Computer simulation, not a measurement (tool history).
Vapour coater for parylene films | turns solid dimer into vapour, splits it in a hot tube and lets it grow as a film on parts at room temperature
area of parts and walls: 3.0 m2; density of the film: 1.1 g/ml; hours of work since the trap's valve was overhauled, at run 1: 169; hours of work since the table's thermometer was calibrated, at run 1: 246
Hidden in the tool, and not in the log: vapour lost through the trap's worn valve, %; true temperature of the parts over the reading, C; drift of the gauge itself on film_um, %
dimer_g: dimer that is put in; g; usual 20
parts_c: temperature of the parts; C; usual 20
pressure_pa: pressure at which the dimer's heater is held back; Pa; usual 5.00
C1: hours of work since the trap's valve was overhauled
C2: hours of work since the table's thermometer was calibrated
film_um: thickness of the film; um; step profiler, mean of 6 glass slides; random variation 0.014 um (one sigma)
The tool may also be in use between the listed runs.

run 1 day=0.000 | dimer_g=20 parts_c=20 pressure_pa=5.00 | C1=169 C2=246 | film_um=3.23
run 2 day=1.154 | dimer_g=20 parts_c=20 pressure_pa=5.00 | C1=193 C2=270 | film_um=3.23
run 3 day=2.312 | dimer_g=13 parts_c=20 pressure_pa=5.00 | C1=216 C2=294 | film_um=2.09
run 4 day=2.996 | dimer_g=27 parts_c=20 pressure_pa=5.00 | C1=231 C2=308 | film_um=4.36
run 5 day=3.604 | dimer_g=20 parts_c=20 pressure_pa=5.00 | C1=243 C2=320 | film_um=3.23
run 6 day=4.704 | dimer_g=20 parts_c=20 pressure_pa=5.00 | C1=266 C2=343 | film_um=3.23
run 7 day=5.683 | dimer_g=20 parts_c=20 pressure_pa=5.00 | C1=286 C2=363 | film_um=3.26
run 8 day=6.467 | dimer_g=20 parts_c=20 pressure_pa=5.00 | C1=302 C2=379 | film_um=3.27
run 9 day=7.296 | dimer_g=20 parts_c=20 pressure_pa=5.29 | C1=319 C2=396 | film_um=3.23
run 10 day=8.008 | dimer_g=20 parts_c=20 pressure_pa=5.00 | C1=334 C2=411 | film_um=3.27
run 11 day=9.042 | dimer_g=20 parts_c=20 pressure_pa=5.00 | C1=355 C2=432 | film_um=3.27
run 12 day=9.621 | dimer_g=20 parts_c=20 pressure_pa=5.00 | C1=367 C2=444 | film_um=3.26
run 13 day=10.700 | dimer_g=20 parts_c=20 pressure_pa=5.00 | C1=389 C2=467 | film_um=3.26
run 14 day=11.733 | dimer_g=14 parts_c=20 pressure_pa=5.00 | C1=410 C2=488 | film_um=2.31
run 15 day=12.521 | dimer_g=14 parts_c=23 pressure_pa=5.00 | C1=427 C2=504 | film_um=2.05
run 16 day=13.067 | dimer_g=10 parts_c=20 pressure_pa=5.00 | C1=438 C2=515 | film_um=1.65
-- day=13.788 trap's valve overhauled
run 17 day=13.904 | dimer_g=10 parts_c=20 pressure_pa=5.00 | C1=2 C2=529 | film_um=1.64
run 18 day=14.412 | dimer_g=10 parts_c=20 pressure_pa=5.00 | C1=13 C2=540 | film_um=1.63
run 19 day=15.096 | dimer_g=8 parts_c=24 pressure_pa=10.92 | C1=27 C2=554 | film_um=1.05
run 20 day=16.246 | dimer_g=20 parts_c=14 pressure_pa=2.27 | C1=51 C2=577 | film_um=4.46
run 21 day=17.367 | dimer_g=31 parts_c=21 pressure_pa=2.27 | C1=74 C2=600 | film_um=5.32
run 22 day=17.962 | dimer_g=31 parts_c=21 pressure_pa=2.27 | C1=86 C2=613 | film_um=5.32
run 23 day=18.767 | dimer_g=9 parts_c=29 pressure_pa=11.82 | C1=102 C2=629 | film_um=0.95
run 24 day=19.546 | dimer_g=10 parts_c=19 pressure_pa=5.00 | C1=119 C2=645 | film_um=1.72
run 25 day=20.375 | dimer_g=10 parts_c=19 pressure_pa=5.00 | C1=136 C2=662 | film_um=1.72
run 26 day=21.338 | dimer_g=10 parts_c=19 pressure_pa=5.00 | C1=155 C2=682 | film_um=1.72
run 27 day=21.833 | dimer_g=20 parts_c=25 pressure_pa=5.00 | C1=166 C2=692 | film_um=2.73
run 28 day=22.721 | dimer_g=20 parts_c=25 pressure_pa=5.00 | C1=184 C2=711 | film_um=2.73
-- day=23.367 gauge calibrated
run 29 day=23.800 | dimer_g=8 parts_c=17 pressure_pa=6.19 | C1=206 C2=733 | film_um=1.43
run 30 day=24.604 | dimer_g=13 parts_c=20 pressure_pa=5.00 | C1=223 C2=749 | film_um=2.10
run 31 day=25.833 | dimer_g=13 parts_c=24 pressure_pa=5.00 | C1=248 C2=775 | film_um=1.81
run 32 day=26.875 | dimer_g=13 parts_c=24 pressure_pa=11.10 | C1=269 C2=796 | film_um=1.68
run 33 day=28.050 | dimer_g=13 parts_c=24 pressure_pa=11.10 | C1=294 C2=820 | film_um=1.67
run 34 day=29.096 | dimer_g=15 parts_c=27 pressure_pa=4.98 | C1=315 C2=842 | film_um=1.88

Hidden state or all else? Some run-to-run changes of film_um, split into what the settings, what came in and random variation would give without the hidden state, and what is left for the hidden state (with any gauge scatter that isn't in both results):
Run 3 -> 4: dimer_g 13 -> 27. film_um +2.27 um: hidden state +0.01, all else +2.26.
Run 19 -> 20: dimer_g 8 -> 20, parts_c 24 -> 14, pressure_pa 10.92 -> 2.27. film_um +3.41 um: hidden state +0.06, all else +3.35.
Run 22 -> 23: dimer_g 31 -> 9, parts_c 21 -> 29, pressure_pa 2.27 -> 11.82. film_um -4.37 um: hidden state -0.08, all else -4.29.
Run 28 -> 29: dimer_g 20 -> 8, parts_c 25 -> 17, pressure_pa 5.00 -> 6.19, gauge calibrated. film_um -1.30 um: hidden state -0.07, all else -1.23.
